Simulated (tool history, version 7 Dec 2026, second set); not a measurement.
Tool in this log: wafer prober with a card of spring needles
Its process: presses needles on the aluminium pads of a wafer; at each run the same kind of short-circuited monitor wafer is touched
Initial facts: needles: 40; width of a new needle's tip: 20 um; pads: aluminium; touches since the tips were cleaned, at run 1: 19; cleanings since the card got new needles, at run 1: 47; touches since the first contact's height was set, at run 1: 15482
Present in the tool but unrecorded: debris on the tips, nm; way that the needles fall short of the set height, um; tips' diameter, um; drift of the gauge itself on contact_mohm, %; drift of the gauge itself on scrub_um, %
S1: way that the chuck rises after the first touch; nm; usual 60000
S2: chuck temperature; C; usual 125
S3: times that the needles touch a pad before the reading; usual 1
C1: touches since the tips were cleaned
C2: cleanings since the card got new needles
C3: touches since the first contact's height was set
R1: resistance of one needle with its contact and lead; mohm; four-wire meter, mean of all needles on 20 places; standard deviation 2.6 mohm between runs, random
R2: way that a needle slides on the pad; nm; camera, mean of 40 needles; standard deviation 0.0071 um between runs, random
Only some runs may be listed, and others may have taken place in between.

| run | day | S1 | S2 | S3 | C1 | C2 | C3 | R1 | R2 |
|---|---|---|---|---|---|---|---|---|---|
| 1 | 0.000 | 60000 | 125 | 1 | 19 | 47 | 15482 | 317 | 15208 |
|  | 0.512 | tips cleaned on abrasive film |
|  | 1.154 | tips cleaned on abrasive film |
|  | 1.662 | tips cleaned on abrasive film |
|  | 2.304 | tips cleaned on abrasive film |
| 2 | 2.333 | 60000 | 125 | 1 | 373 | 51 | 43713 | 333 | 15141 |
|  | 2.846 | tips cleaned on abrasive film |
|  | 3.483 | tips cleaned on abrasive film |
|  | 3.996 | tips cleaned on abrasive film |
|  | 4.262 | height of the first contact set anew |
|  | 4.567 | tips cleaned on abrasive film |
| 3 | 4.567 | 60000 | 125 | 1 | 0 | 55 | 3671 | 315 | 14988 |
|  | 5.208 | tips cleaned on abrasive film |
|  | 5.846 | tips cleaned on abrasive film |
| 4 | 6.062 | 60000 | 125 | 1 | 2632 | 57 | 21766 | 396 | 14947 |
|  | 6.446 | tips cleaned on abrasive film |
|  | 6.958 | tips cleaned on abrasive film |
|  | 7.542 | tips cleaned on abrasive film |
| 5 | 7.542 | 60000 | 125 | 1 | 0 | 60 | 39631 | 325 | 14917 |
|  | 8.054 | tips cleaned on abrasive film |
|  | 8.692 | tips cleaned on abrasive film |
|  | 9.329 | tips cleaned on abrasive film |
|  | 9.725 | height of the first contact set anew |
|  | 9.854 | tips cleaned on abrasive film |
|  | 10.496 | tips cleaned on abrasive film |
| 6 | 10.612 | 60000 | 33 | 1 | 1432 | 65 | 10710 | 337 | 15208 |
|  | 11.125 | tips cleaned on abrasive film |
|  | 11.633 | tips cleaned on abrasive film |
|  | 12.275 | tips cleaned on abrasive film |
|  | 12.912 | tips cleaned on abrasive film |
|  | 13.550 | tips cleaned on abrasive film |
| 7 | 13.908 | 60000 | 33 | 1 | 4340 | 70 | 50615 | 387 | 15107 |
|  | 14.167 | tips cleaned on abrasive film |
|  | 14.804 | tips cleaned on abrasive film |
|  | 15.200 | height of the first contact set anew |
|  | 15.358 | tips cleaned on abrasive film |
| 8 | 15.358 | 47000 | 125 | 1 | 0 | 73 | 1907 | 329 | 11921 |
|  | 15.871 | tips cleaned on abrasive film |
|  | 16.508 | tips cleaned on abrasive film |
|  | 17.150 | tips cleaned on abrasive film |
|  | 17.788 | tips cleaned on abrasive film |
| 9 | 18.229 | 60000 | 125 | 1 | 5362 | 77 | 36651 | 436 | 15145 |
|  | 18.358 | tips cleaned on abrasive film |
|  | 18.996 | tips cleaned on abrasive film |
|  | 19.638 | tips cleaned on abrasive film |
|  | 19.775 | height of the first contact set anew, once more |
|  | 20.288 | tips cleaned on abrasive film |
| 10 | 20.371 | 60000 | 125 | 1 | 1035 | 81 | 7221 | 346 | 15219 |
|  | 20.883 | tips cleaned on abrasive film |
|  | 21.396 | tips cleaned on abrasive film |
|  | 22.033 | tips cleaned on abrasive film |
|  | 22.675 | tips cleaned on abrasive film |
| 11 | 22.754 | 60000 | 31 | 1 | 981 | 85 | 36037 | 320 | 15145 |
|  | 23.267 | tips cleaned on abrasive film |
|  | 23.904 | tips cleaned on abrasive film |
|  | 24.417 | tips cleaned on abrasive film |
|  | 25.054 | tips cleaned on abrasive film |
|  | 25.300 | height of the first contact set anew |
| 12 | 25.300 | 60000 | 31 | 1 | 2839 | 89 | 0 | 394 | 15225 |
|  | 25.688 | tips cleaned on abrasive film |
|  | 26.200 | tips cleaned on abrasive film |
|  | 26.838 | tips cleaned on abrasive film |
|  | 27.350 | tips cleaned on abrasive film |
|  | 27.988 | tips cleaned on abrasive film |
| 13 | 28.333 | 60000 | 125 | 1 | 4224 | 94 | 36697 | 428 | 15144 |
|  | 28.592 | tips cleaned on abrasive film |
|  | 29.104 | tips cleaned on abrasive film |
|  | 29.742 | tips cleaned on abrasive film |
| 14 | 29.796 | 56000 | 107 | 1 | 660 | 97 | 54367 | 337 | 14088 |
|  | 30.308 | tips cleaned on abrasive film |
|  | 30.829 | height of the first contact set anew |
|  | 30.962 | tips cleaned on abrasive film |
|  | 31.479 | tips cleaned on abrasive film |
| 15 | 31.479 | 56000 | 107 | 3 | 0 | 100 | 7818 | 314 | 14186 |
|  | 31.992 | tips cleaned on abrasive film |
|  | 32.629 | tips cleaned on abrasive film |
|  | 33.271 | tips cleaned on abrasive film |
|  | 33.908 | tips cleaned on abrasive film |
| 16 | 34.279 | 45000 | 27 | 3 | 4498 | 104 | 41698 | 378 | 11336 |
|  | 34.533 | tips cleaned on abrasive film |
|  | 35.046 | tips cleaned on abrasive film |
|  | 35.558 | tips cleaned on abrasive film |
|  | 36.133 | tips cleaned on abrasive film |
| 17 | 36.133 | 50000 | 65 | 1 | 0 | 108 | 64108 | 315 | 12549 |
|  | 36.275 | height of the first contact set anew |
|  | 36.658 | tips cleaned on abrasive film |
|  | 37.171 | tips cleaned on abrasive film |
|  | 37.808 | tips cleaned on abrasive film |
| 18 | 37.879 | 50000 | 65 | 1 | 857 | 111 | 19412 | 357 | 12643 |
|  | 38.392 | tips cleaned on abrasive film |
|  | 39.029 | tips cleaned on abrasive film |
|  | 39.667 | tips cleaned on abrasive film |
|  | 40.179 | tips cleaned on abrasive film |
|  | 40.821 | tips cleaned on abrasive film |
| 19 | 41.154 | 52000 | 30 | 1 | 4081 | 116 | 59058 | 465 | 13073 |
|  | 41.412 | tips cleaned on abrasive film |
|  | 41.804 | height of the first contact set anew |
|  | 42.062 | tips cleaned on abrasive film |
|  | 42.575 | tips cleaned on abrasive film |
|  | 43.212 | tips cleaned on abrasive film |
|  | 43.854 | tips cleaned on abrasive film |
| 20 | 44.271 | 52000 | 33 | 1 | 5084 | 121 | 29825 | 498 | 13125 |
|  | 44.400 | tips cleaned on abrasive film |
|  | 45.042 | tips cleaned on abrasive film |
|  | 45.679 | tips cleaned on abrasive film |
|  | 46.317 | tips cleaned on abrasive film |
|  | 46.829 | tips cleaned on abrasive film |
|  | 47.279 | height of the first contact set anew |
| 21 | 47.279 | 52000 | 33 | 1 | 5303 | 126 | 0 | 493 | 13199 |
|  | 47.408 | tips cleaned on abrasive film |
|  | 48.046 | tips cleaned on abrasive film |
|  | 48.688 | tips cleaned on abrasive film |
|  | 49.200 | tips cleaned on abrasive film |
| 22 | 49.388 | 55000 | 90 | 1 | 2294 | 130 | 25489 | 402 | 13893 |
|  | 49.771 | tips cleaned on abrasive film |
|  | 50.283 | tips cleaned on abrasive film |
|  | 50.921 | tips cleaned on abrasive film |
|  | 51.562 | tips cleaned on abrasive film |
| 23 | 51.971 | 55000 | 90 | 1 | 4980 | 134 | 56757 | 471 | 13818 |
|  | 52.100 | tips cleaned on abrasive film |
|  | 52.612 | tips cleaned on abrasive film |
|  | 52.750 | height of the first contact set anew |
|  | 53.262 | tips cleaned on abrasive film |
|  | 53.904 | tips cleaned on abrasive film |
|  | 54.412 | tips cleaned on abrasive film |
| 24 | 54.908 | 69000 | 125 | 3 | 6026 | 139 | 26129 | 354 | 17450 |
|  | 55.042 | tips cleaned on abrasive film |
|  | 55.679 | tips cleaned on abrasive film |
|  | 56.192 | tips cleaned on abrasive film |
|  | 56.829 | tips cleaned on abrasive film |
|  | 57.412 | tips cleaned on abrasive film |
| 25 | 57.412 | 56000 | 49 | 3 | 0 | 144 | 56350 | 288 | 14090 |

Alternative continuations, all from the tool just after run 25; predict every row:
|  | 57.921 | tips cleaned on abrasive film |
|  | 58.188 | height of the first contact set anew |
|  | 58.575 | tips cleaned on abrasive film |
| A | 58.779 | 60000 | 125 | 2 | 2486 | 146 | 7125 | ? | ? |
|  | 57.921 | tips cleaned on abrasive film |
|  | 58.188 | height of the first contact set anew |
|  | 58.575 | tips cleaned on abrasive film |
| B | 58.779 | 59000 | 50 | 1 | 2486 | 146 | 7125 | ? | ? |
|  | 57.921 | tips cleaned on abrasive film |
|  | 58.188 | height of the first contact set anew |
|  | 58.575 | tips cleaned on abrasive film |
| C | 58.779 | 60000 | 125 | 1 | 2486 | 146 | 7125 | ? | ? |
|  | 57.921 | tips cleaned on abrasive film |
|  | 58.188 | height of the first contact set anew |
|  | 58.575 | tips cleaned on abrasive film |
| D | 58.779 | 71000 | 37 | 2 | 2486 | 146 | 7125 | ? | ? |

| run | R1 | R2 |
|---|---|---|
| A | 370 | 15213 |
| B | 391 | 14957 |
| C | 398 | 15222 |
| D | 324 | 17999 |
The same runs, with their run-to-run variation unchanged, on a tool lacking any hidden condition would have given:
| run | R1 | R2 |
|---|---|---|
| A | 310 | 15231 |
| B | 282 | 14974 |
| C | 304 | 15239 |
| D | 274 | 18016 |

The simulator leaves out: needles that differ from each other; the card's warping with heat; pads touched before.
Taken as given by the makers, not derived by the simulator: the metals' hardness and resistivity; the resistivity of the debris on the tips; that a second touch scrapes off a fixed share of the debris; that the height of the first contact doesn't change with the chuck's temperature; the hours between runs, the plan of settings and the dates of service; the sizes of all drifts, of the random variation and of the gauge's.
